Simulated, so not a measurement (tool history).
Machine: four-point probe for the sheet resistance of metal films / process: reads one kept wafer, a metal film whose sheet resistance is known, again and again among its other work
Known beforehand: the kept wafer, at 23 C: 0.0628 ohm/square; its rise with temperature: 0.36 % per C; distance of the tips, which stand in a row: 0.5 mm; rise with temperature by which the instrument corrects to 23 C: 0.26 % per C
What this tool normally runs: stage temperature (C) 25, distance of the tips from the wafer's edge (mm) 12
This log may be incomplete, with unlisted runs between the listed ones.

run,day,stage temperature (C),distance of the tips from the wafer's edge (mm),sheet resistance as the instrument gives it (ohm/square)
1,0.000,25,12,0.062631
2,1.346,25,12,0.062618
3,4.242,25,12,0.062639
4,6.671,25,12,0.062606
5,8.896,25,12,0.062609
6,10.271,25,5,0.062906
7,11.604,25,12,0.062621
8,13.767,25,12,0.062629
9,15.546,25,12,0.062619
10,18.008,25,27,0.062534
11,20.171,25,15,0.062572
12,21.825,25,15,0.062576
13,24.262,22,15,0.062389
14,27.117,22,15,0.062387
15,29.058,30,12,0.062911
16,31.296,18,12,0.062126
17,33.871,18,12,0.062132
18,36.367,18,12,0.062116
19,37.829,33,12,0.063133
20,39.067,25,4,0.063056
21,40.404,26,53,0.062580
22,42.938,25,53,0.062535
# day 43.204: stage's thermometer calibrated
23,44.221,25,53,0.062528
24,45.788,31,58,0.062923
25,47.446,31,58,0.062941
# day 48.333: stage's thermometer calibrated, once more
26,48.867,31,58,0.062799
27,50.633,31,58,0.062815
28,52.892,31,58,0.062792
29,54.879,26,40,0.062496
30,57.767,23,6,0.062519
31,59.212,31,36,0.062815
32,61.004,31,36,0.062793
33,63.708,28,18,0.062618
34,66.529,24,8,0.062465
35,68.967,24,8,0.062439
36,71.021,31,6,0.063027
37,73.279,23,13,0.062290
38,74.617,23,4,0.062776
39,77.471,24,23,0.062308

Alternative continuations, all from the tool just after run 39; predict every row:
A,80.096,25,7,?
B,80.096,22,29,?
C,80.096,21,21,?

run,sheet resistance as the instrument gives it (ohm/square)
A,0.062535
B,0.062208
C,0.062120
Take away the tool's hidden state, keep each run's random variation, and the runs would have read:
run,sheet resistance as the instrument gives it (ohm/square)
A,0.063096
B,0.062765
C,0.062676
